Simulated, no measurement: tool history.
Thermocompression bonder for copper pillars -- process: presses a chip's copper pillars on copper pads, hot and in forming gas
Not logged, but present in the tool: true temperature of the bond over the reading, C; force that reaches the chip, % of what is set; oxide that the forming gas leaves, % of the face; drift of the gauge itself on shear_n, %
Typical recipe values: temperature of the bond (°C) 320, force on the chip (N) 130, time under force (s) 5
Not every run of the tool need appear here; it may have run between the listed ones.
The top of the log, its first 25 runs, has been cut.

| run | day | temperature of the bond (°C) | force on the chip (N) | time under force (s) | hours of work since the heater was calibrated | hours of work since the force cell was calibrated | hours of work since the gas filter was changed | force that shears a chip off (N) |
|---|---|---|---|---|---|---|---|---|
| 26 | 34.679 | 302 | 162 | 5 | 1403 | 54 | 398 | 38.7 |
| 27 | 36.162 | 326 | 182 | 4 | 1431 | 83 | 426 | 48.7 |
| 28 | 37.275 | 326 | 182 | 4 | 1452 | 104 | 448 | 48.9 |
|  | 38.717 | heater calibrated with a thermocouple chip |
| 29 | 39.117 | 343 | 88 | 13 | 8 | 137 | 481 | 49.2 |
|  | 39.683 | forming gas filter changed |
| 30 | 41.008 | 309 | 92 | 11 | 43 | 173 | 25 | 39.4 |
| 31 | 42.533 | 309 | 92 | 11 | 72 | 202 | 54 | 39.0 |
| 32 | 43.988 | 313 | 121 | 12 | 100 | 230 | 82 | 52.9 |
| 33 | 45.242 | 296 | 91 | 5 | 124 | 253 | 106 | 23.1 |
| 34 | 46.479 | 298 | 81 | 3 | 147 | 277 | 129 | 15.8 |
| 35 | 47.629 | 347 | 163 | 4 | 169 | 299 | 151 | 62.1 |
| 36 | 48.554 | 295 | 163 | 12 | 187 | 316 | 169 | 55.6 |

Alternative continuations, all from the tool just after run 36; predict every row:
| A | 49.479 | 336 | 111 | 7 | 205 | 334 | 187 | ? |
| B | 49.479 | 337 | 130 | 5 | 205 | 334 | 187 | ? |
| C | 49.479 | 329 | 163 | 3 | 205 | 334 | 187 | ? |

| run | force that shears a chip off (N) |
|---|---|
| A | 47.8 |
| B | 50.3 |
| C | 47.5 |
Had the tool no hidden state, the same runs would have come out as:
| run | force that shears a chip off (N) |
|---|---|
| A | 50.2 |
| B | 52.7 |
| C | 49.9 |
